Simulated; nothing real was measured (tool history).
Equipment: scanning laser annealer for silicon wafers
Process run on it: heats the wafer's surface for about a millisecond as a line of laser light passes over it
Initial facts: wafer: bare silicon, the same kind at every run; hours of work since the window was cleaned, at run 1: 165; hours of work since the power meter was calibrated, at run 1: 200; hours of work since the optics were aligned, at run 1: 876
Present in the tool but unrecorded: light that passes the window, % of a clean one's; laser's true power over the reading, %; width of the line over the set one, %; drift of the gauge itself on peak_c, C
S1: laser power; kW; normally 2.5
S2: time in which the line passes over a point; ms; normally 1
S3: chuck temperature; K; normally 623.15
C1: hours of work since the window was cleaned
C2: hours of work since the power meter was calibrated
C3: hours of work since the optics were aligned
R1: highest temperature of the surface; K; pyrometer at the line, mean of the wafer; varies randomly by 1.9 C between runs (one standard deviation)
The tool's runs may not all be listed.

Run 1, day 0: usual settings; C1 165; C2 200; C3 876. Result: R1 1435.15 K.
Run 2, day 0.5: usual settings; C1 175; C2 209; C3 885. Result: R1 1436.15 K.
Run 3, day 0.917: usual settings; C1 183; C2 217; C3 893. Result: R1 1435.15 K.
Run 4, day 1.225: usual settings; C1 188; C2 223; C3 899. Result: R1 1438.15 K.
Run 5, day 1.65: usual settings; C1 196; C2 230; C3 907. Result: R1 1436.15 K.
Run 6, day 1.879: usual settings; C1 200; C2 235; C3 911. Result: R1 1432.15 K.
Run 7, day 2.404: usual settings; C1 210; C2 244; C3 921. Result: R1 1429.15 K.
Run 8, day 2.812: usual settings; C1 218; C2 252; C3 929. Result: R1 1433.15 K.
Run 9, day 3.046: usual settings; C1 222; C2 256; C3 933. Result: R1 1429.15 K.
Run 10, day 3.479: usual settings; C1 230; C2 265; C3 941. Result: R1 1430.15 K.
Run 11, day 3.929: usual settings; C1 239; C2 273; C3 949. Result: R1 1429.15 K.
Run 12, day 4.321: usual settings; C1 246; C2 280; C3 957. Result: R1 1426.15 K.
Run 13, day 4.671: usual settings but S3 621.15 K; C1 252; C2 287; C3 963. Result: R1 1427.15 K.
Run 14, day 5.025: usual settings; C1 259; C2 293; C3 970. Result: R1 1428.15 K.
Run 15, day 5.508: usual settings; C1 268; C2 302; C3 979. Result: R1 1425.15 K.
Run 16, day 5.908: usual settings but S1 2.351 kW; C1 276; C2 310; C3 986. Result: R1 1380.15 K.
Run 17, day 6.304: usual settings but S2 0.99 ms; C1 283; C2 317; C3 994. Result: R1 1419.15 K.
Run 18, day 6.862: usual settings but S2 0.99 ms; C1 293; C2 328; C3 1004. Result: R1 1417.15 K.
Run 19, day 7.379: usual settings but S3 608.15 K; C1 303; C2 337; C3 1014. Result: R1 1407.15 K.
Run 20, day 7.858: usual settings but S3 608.15 K; C1 312; C2 346; C3 1023. Result: R1 1405.15 K.
Run 21, day 8.404: usual settings but S2 1.05 ms, S3 608.15 K; C1 322; C2 356; C3 1033. Result: R1 1424.15 K.
Run 22, day 8.925: usual settings but S1 2.164 kW, S2 0.85 ms; C1 332; C2 366; C3 1042. Result: R1 1262.15 K.
Run 23, day 9.358: usual settings but S1 2.713 kW, S2 0.85 ms, S3 643.15 K; C1 340; C2 374; C3 1051. Result: R1 1436.15 K.
Run 24, day 9.7: usual settings but S1 2.713 kW, S2 0.85 ms, S3 643.15 K; C1 346; C2 381; C3 1057. Result: R1 1432.15 K.
At day 10.229: window over the wafer cleaned.
Run 25, day 10.242: usual settings but S1 2.209 kW, S2 0.85 ms, S3 631.15 K; C1 0; C2 389; C3 1065. Result: R1 1315.15 K.
Run 26, day 10.654: usual settings but S2 1.22 ms, S3 636.15 K; C1 8; C2 397; C3 1073. Result: R1 1553.15 K.
Run 27, day 10.933: usual settings but S1 2.691 kW, S2 1.22 ms, S3 636.15 K; C1 13; C2 402; C3 1078. Result: R1 1616.15 K.
Run 28, day 11.358: usual settings but S2 1.06 ms; C1 21; C2 410; C3 1086. Result: R1 1475.15 K.
Run 29, day 11.821: usual settings but S2 0.73 ms, S3 653.15 K; C1 30; C2 419; C3 1095. Result: R1 1363.15 K.
Run 30, day 12.262: usual settings but S1 2.219 kW, S2 0.73 ms, S3 622.15 K; C1 38; C2 427; C3 1103. Result: R1 1255.15 K.
Run 31, day 12.558: usual settings but S1 2.219 kW, S2 0.73 ms, S3 622.15 K; C1 43; C2 432; C3 1109. Result: R1 1256.15 K.
Run 32, day 13.017: usual settings but S3 651.15 K; C1 52; C2 441; C3 1117. Result: R1 1477.15 K.
Run 33, day 13.288: usual settings but S1 2.152 kW, S2 1.19 ms, S3 590.15 K; C1 57; C2 446; C3 1122. Result: R1 1370.15 K.
Run 34, day 13.612: usual settings but S1 2.416 kW, S2 0.96 ms; C1 63; C2 452; C3 1128. Result: R1 1404.15 K.
Run 35, day 14.029: usual settings but S1 2.602 kW, S2 0.82 ms, S3 584.15 K; C1 71; C2 460; C3 1136. Result: R1 1360.15 K.
Run 36, day 14.317: usual settings but S1 2.602 kW, S2 0.82 ms, S3 584.15 K; C1 76; C2 465; C3 1141. Result: R1 1362.15 K.
Run 37, day 14.779: usual settings but S1 2.609 kW, S2 1.25 ms, S3 596.15 K; C1 85; C2 474; C3 1150. Result: R1 1549.15 K.
Run 38, day 15.212: usual settings but S1 2.609 kW, S2 1.25 ms, S3 596.15 K; C1 93; C2 482; C3 1158. Result: R1 1552.15 K.
Run 39, day 15.579: usual settings but S1 2.187 kW, S3 598.15 K; C1 100; C2 489; C3 1165. Result: R1 1321.15 K.
Run 40, day 15.825: usual settings but S1 2.187 kW, S2 1.2 ms, S3 628.15 K; C1 104; C2 493; C3 1170. Result: R1 1419.15 K.
Run 41, day 16.312: usual settings but S1 2.262 kW, S2 1.03 ms, S3 641.15 K; C1 113; C2 502; C3 1179. Result: R1 1399.15 K.
Run 42, day 16.633: usual settings but S1 2.262 kW, S2 1.03 ms, S3 641.15 K; C1 119; C2 508; C3 1185. Result: R1 1395.15 K.

Describe how what the log doesn't record of the tool's condition differs between the last listed run preceding each entry between runs and the first listed run following it.
From run 24 to run 25: window over the wafer cleaned (day 10.229)
  light that passes the window, % of a clean one's: 94.64 -> 99.76; laser's true power over the reading, %: 0.15 -> 0.16; width of the line over the set one, %: 3.07 -> 3.09
  measured value less the no-hidden-state value, R1: -54 -> -10 K
